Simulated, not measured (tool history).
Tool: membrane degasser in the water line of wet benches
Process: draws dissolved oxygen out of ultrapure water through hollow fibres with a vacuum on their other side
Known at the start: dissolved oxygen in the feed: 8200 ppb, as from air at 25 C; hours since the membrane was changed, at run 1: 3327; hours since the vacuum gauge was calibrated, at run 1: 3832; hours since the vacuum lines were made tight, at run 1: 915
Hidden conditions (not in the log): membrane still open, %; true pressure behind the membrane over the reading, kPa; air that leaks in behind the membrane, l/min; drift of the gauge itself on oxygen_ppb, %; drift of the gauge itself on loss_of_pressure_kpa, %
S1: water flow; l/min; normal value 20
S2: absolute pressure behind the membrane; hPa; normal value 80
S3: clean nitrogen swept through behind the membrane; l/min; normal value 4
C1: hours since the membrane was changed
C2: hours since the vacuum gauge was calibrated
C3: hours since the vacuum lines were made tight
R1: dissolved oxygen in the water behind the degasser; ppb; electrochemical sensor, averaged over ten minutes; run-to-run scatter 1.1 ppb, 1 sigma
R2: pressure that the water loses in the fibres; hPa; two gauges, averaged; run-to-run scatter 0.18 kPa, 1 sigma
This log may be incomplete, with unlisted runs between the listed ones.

run,hour,S1,S2,S3,C1,C2,C3,R1,R2
1,0,20,80,4,3327,3832,915,106.3,326.6
2,105.1,20,80,4,3432,3938,1020,106,326.7
3,266.3,20,80,4,3594,4099,1182,107.7,329.6
4,417.1,20,80,1.82,3744,4250,1332,174.9,329.9
5,623.7,20,80,1.82,3951,4456,1539,170,330.8
6,719.3,26,80,1.82,4047,4552,1635,278.4,430.6
7,832.5,26,80,1.82,4160,4665,1748,281.1,432.5
8,1018.1,26,80,1.82,4345,4851,1933,281.1,430.7
9,1154.3,20,80,1.87,4482,4987,2070,168,333.8
10,1262.1,20,80,1.73,4589,5094,2177,180.1,330.2
11,1401.6,27,80,4,4729,5234,2317,218.3,448.4
12,1499,20,80,4,4826,5331,2414,109.4,330.6
# hour 1609.7: vacuum gauge calibrated
13,1699.7,20,80,4,5027,90,2615,111,333.1
14,1787.3,20,80,4,5114,178,2702,108.9,330.8
15,1931.8,20,80,4,5259,322,2847,113.5,328.5
16,2024.4,20,80,4.24,5351,415,2939,106.4,329.8
17,2110.9,22,63.8,4.18,5438,501,3026,116.2,364.2
18,2292.5,22,172.5,4,5619,683,3207,255.2,367.2
19,2485,22,172.5,4,5812,875,3400,256.4,367.4
20,2665.6,20,90.1,4.61,5992,1056,3580,114.5,333.3
# hour 2858.3: vacuum gauge calibrated, once more
21,2868.9,20,90.1,4.61,6195,11,3783,110.9,334.6
22,3012.4,26,90.1,4.61,6339,154,3927,204.8,432.8
23,3199.2,30,124.7,4,6526,341,4114,359.2,501.9
24,3353.5,14,199.6,2.2,6680,495,4268,263.5,234.5
25,3498.3,14,199.6,2.2,6825,640,4413,264.1,233.5
26,3704.2,15,63.6,2.8,7031,846,4619,55.8,252.3
27,3849.7,16,185.5,6.09,7176,991,4764,119.8,269.4
28,3968.8,16,184.2,3.57,7295,1110,4883,188.4,271.9
29,4135.6,16,184.2,3.57,7462,1277,5050,186.1,268.5
30,4248.7,13,64.4,2,7575,1390,5163,59.4,218.6
31,4411.8,13,64.4,2,7738,1554,5326,58.9,220.8

Across each entry between runs, compare the hidden state at the last listed run before it with the hidden state at the first listed run after it:
From run 12 to run 13: vacuum gauge calibrated (hour 1609.7)
  membrane still open, %: 97.9 -> 97.8; true pressure behind the membrane over the reading, kPa: 0.16 -> 0.23; air that leaks in behind the membrane, l/min: 0.0068 -> 0.0071
  measured value less the no-hidden-state value, R1: +7.4 -> +8.4 ppb; R2: +6.9 -> +7.3 hPa
From run 20 to run 21: vacuum gauge calibrated, once more (hour 2858.3)
  membrane still open, %: 97.4 -> 97.3; true pressure behind the membrane over the reading, kPa: 0.27 -> -0.01; air that leaks in behind the membrane, l/min: 0.0086 -> 0.0089
  measured value less the no-hidden-state value, R1: +9.8 -> +7.1 ppb; R2: +8.7 -> +9 hPa
